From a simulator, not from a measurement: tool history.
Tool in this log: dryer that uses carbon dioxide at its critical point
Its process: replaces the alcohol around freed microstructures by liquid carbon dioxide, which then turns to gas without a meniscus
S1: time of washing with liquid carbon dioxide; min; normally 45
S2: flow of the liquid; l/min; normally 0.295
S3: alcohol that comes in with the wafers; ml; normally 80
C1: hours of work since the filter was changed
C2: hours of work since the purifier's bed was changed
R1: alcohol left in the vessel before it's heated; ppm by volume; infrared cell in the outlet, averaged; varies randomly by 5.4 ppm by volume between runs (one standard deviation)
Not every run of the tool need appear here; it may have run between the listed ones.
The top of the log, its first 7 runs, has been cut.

run    hour  S1     S2  S3   C1   C2    R1
  8   327.2  45  0.295  80  175  125   383
      354.6  -- inlet filter changed
  9   389.2  29  0.295  80   11  145  1120
 10     440  45  0.295  80   28  161   193
 11   492.3  39  0.295  80   45  179   396
 12   555.2  39  0.295  80   66  199   447
 13   612.9  39  0.295  80   85  218   480
 14   659.7  45  0.295  80  100  233   289
 15   716.2  45   0.21  80  118  252  1071
 16   764.7  45  0.295  80  134  268   344
 17   809.8  29  0.295  47  149  283  1090
 18   842.2  37  0.231  80  160  293  1808
 19     906  35  0.395  80  181  314   399
      916.5  -- inlet filter changed
 20   948.3  35  0.226  80   10  328  1467
 21  1006.6  35  0.209  81   30  347  1969
 22  1055.3  47  0.182  71   45  363  1065
 23  1093.9  47  0.182  71   58  375  1089
 24  1149.6  45  0.295  41   76  393   183
 25  1177.5  45  0.444  41   85  403    89
 26  1208.7  45  0.444  28   96  413    73
 27  1258.5  36  0.444  28  112  429   120
 28  1292.8  36  0.444  28  123  440   125
 29  1324.7  45  0.295  42  134  451   235
 30  1384.6  30  0.253  27  153  470   911
 31  1413.3  30  0.253  27  163  480   985

Predict each of these 4 candidate next runs independently; none follows another, all start after run 31:
  A  1463.9  54  0.253  34  179  496   ?
  B  1463.9  49  0.178  29  179  496   ?
  C  1463.9  44  0.487  48  179  496   ?
  D  1463.9  38  0.234  23  179  496   ?

run   R1
  A  243
  B  721
  C  107
  D  587
Take away the tool's hidden state, keep each run's random variation, and the runs would have read:
run   R1
  A   64
  B  320
  C    6
  D  251
